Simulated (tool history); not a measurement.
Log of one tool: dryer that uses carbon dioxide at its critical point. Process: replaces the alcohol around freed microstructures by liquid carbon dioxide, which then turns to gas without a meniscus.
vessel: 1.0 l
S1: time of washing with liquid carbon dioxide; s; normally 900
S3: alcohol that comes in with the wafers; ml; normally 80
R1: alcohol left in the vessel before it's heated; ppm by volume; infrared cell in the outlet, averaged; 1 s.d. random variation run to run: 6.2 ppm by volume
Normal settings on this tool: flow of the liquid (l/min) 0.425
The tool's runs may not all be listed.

{"run": 1, "day": 0.0, "S1": 900, "flow of the liquid (l/min)": 0.425, "S3": 80, "R1": 287}
{"run": 2, "day": 0.271, "S1": 900, "flow of the liquid (l/min)": 0.425, "S3": 80, "R1": 288}
{"run": 3, "day": 0.6, "S1": 900, "flow of the liquid (l/min)": 0.459, "S3": 80, "R1": 199}
{"run": 4, "day": 0.917, "S1": 900, "flow of the liquid (l/min)": 0.459, "S3": 80, "R1": 194}
{"run": 5, "day": 1.129, "S1": 900, "flow of the liquid (l/min)": 0.459, "S3": 80, "R1": 206}
{"run": 6, "day": 1.333, "S1": 900, "flow of the liquid (l/min)": 0.459, "S3": 36, "R1": 107}
{"run": 7, "day": 1.529, "S1": 900, "flow of the liquid (l/min)": 0.425, "S3": 80, "R1": 306}
{"run": 8, "day": 1.8, "S1": 900, "flow of the liquid (l/min)": 0.425, "S3": 80, "R1": 319}
{"run": 9, "day": 2.158, "S1": 900, "flow of the liquid (l/min)": 0.425, "S3": 80, "R1": 320}
{"run": 10, "day": 2.379, "S1": 900, "flow of the liquid (l/min)": 0.425, "S3": 80, "R1": 327}
{"run": 11, "day": 2.721, "S1": 900, "flow of the liquid (l/min)": 0.425, "S3": 80, "R1": 321}
{"run": 12, "day": 2.967, "S1": 900, "flow of the liquid (l/min)": 0.425, "S3": 80, "R1": 337}
{"run": 13, "day": 3.321, "S1": 900, "flow of the liquid (l/min)": 0.425, "S3": 80, "R1": 339}
{"run": 14, "day": 3.517, "S1": 900, "flow of the liquid (l/min)": 0.425, "S3": 80, "R1": 344}
{"run": 15, "day": 3.904, "S1": 900, "flow of the liquid (l/min)": 0.377, "S3": 80, "R1": 624}
{"run": 16, "day": 4.192, "S1": 900, "flow of the liquid (l/min)": 0.425, "S3": 60, "R1": 266}
{"run": 17, "day": 4.492, "S1": 960, "flow of the liquid (l/min)": 0.425, "S3": 60, "R1": 204}
{"run": 18, "day": 4.838, "S1": 900, "flow of the liquid (l/min)": 0.425, "S3": 80, "R1": 349}
{"run": 19, "day": 5.158, "S1": 900, "flow of the liquid (l/min)": 0.425, "S3": 80, "R1": 354}
{"run": 20, "day": 5.533, "S1": 900, "flow of the liquid (l/min)": 0.425, "S3": 80, "R1": 365}
{"run": 21, "day": 5.75, "S1": 900, "flow of the liquid (l/min)": 0.425, "S3": 80, "R1": 369}
{"run": 22, "day": 6.117, "S1": 900, "flow of the liquid (l/min)": 0.425, "S3": 80, "R1": 377}
{"run": 23, "day": 6.296, "S1": 900, "flow of the liquid (l/min)": 0.425, "S3": 80, "R1": 373}
{"run": 24, "day": 6.604, "S1": 900, "flow of the liquid (l/min)": 0.421, "S3": 80, "R1": 394}
{"run": 25, "day": 6.838, "S1": 1020, "flow of the liquid (l/min)": 0.407, "S3": 80, "R1": 272}
{"run": 26, "day": 7.125, "S1": 1020, "flow of the liquid (l/min)": 0.407, "S3": 80, "R1": 266}
{"run": 27, "day": 7.321, "S1": 720, "flow of the liquid (l/min)": 0.64, "S3": 76, "R1": 153}
{"run": 28, "day": 7.492, "S1": 720, "flow of the liquid (l/min)": 0.64, "S3": 76, "R1": 144}
{"run": 29, "day": 7.679, "S1": 720, "flow of the liquid (l/min)": 0.64, "S3": 76, "R1": 145}
{"run": 30, "day": 7.983, "S1": 1080, "flow of the liquid (l/min)": 0.64, "S3": 91, "R1": 67}
{"run": 31, "day": 8.183, "S1": 900, "flow of the liquid (l/min)": 0.425, "S3": 35, "R1": 206}
{"run": 32, "day": 8.408, "S1": 900, "flow of the liquid (l/min)": 0.425, "S3": 35, "R1": 225}
{"run": 33, "day": 8.721, "S1": 900, "flow of the liquid (l/min)": 0.425, "S3": 35, "R1": 224}
{"run": 34, "day": 8.942, "S1": 900, "flow of the liquid (l/min)": 0.425, "S3": 35, "R1": 227}
{"run": 35, "day": 9.196, "S1": 1320, "flow of the liquid (l/min)": 0.572, "S3": 48, "R1": 86}
{"day": 9.379, "done": "inlet filter changed"}
{"run": 36, "day": 9.446, "S1": 1320, "flow of the liquid (l/min)": 0.572, "S3": 48, "R1": 84}
{"run": 37, "day": 9.825, "S1": 1320, "flow of the liquid (l/min)": 0.572, "S3": 58, "R1": 85}
{"run": 38, "day": 10.158, "S1": 660, "flow of the liquid (l/min)": 0.409, "S3": 36, "R1": 703}
{"run": 39, "day": 10.496, "S1": 660, "flow of the liquid (l/min)": 0.409, "S3": 36, "R1": 695}
{"run": 40, "day": 10.7, "S1": 660, "flow of the liquid (l/min)": 0.409, "S3": 36, "R1": 703}
{"run": 41, "day": 11.088, "S1": 1260, "flow of the liquid (l/min)": 0.447, "S3": 64, "R1": 98}
{"run": 42, "day": 11.312, "S1": 1320, "flow of the liquid (l/min)": 0.297, "S3": 22, "R1": 161}
{"run": 43, "day": 11.512, "S1": 1140, "flow of the liquid (l/min)": 0.283, "S3": 80, "R1": 806}
{"run": 44, "day": 11.692, "S1": 600, "flow of the liquid (l/min)": 0.385, "S3": 21, "R1": 772}

Estimate the outcome of run 45 from the log above:
{"run": 45, "day": 12.038, "S1": 1140, "flow of the liquid (l/min)": 0.411, "S3": 108, "R1": "?"}

R1: 197 ppm by volume
With no hidden state in the tool, this same run would have given R1 96 ppm by volume.
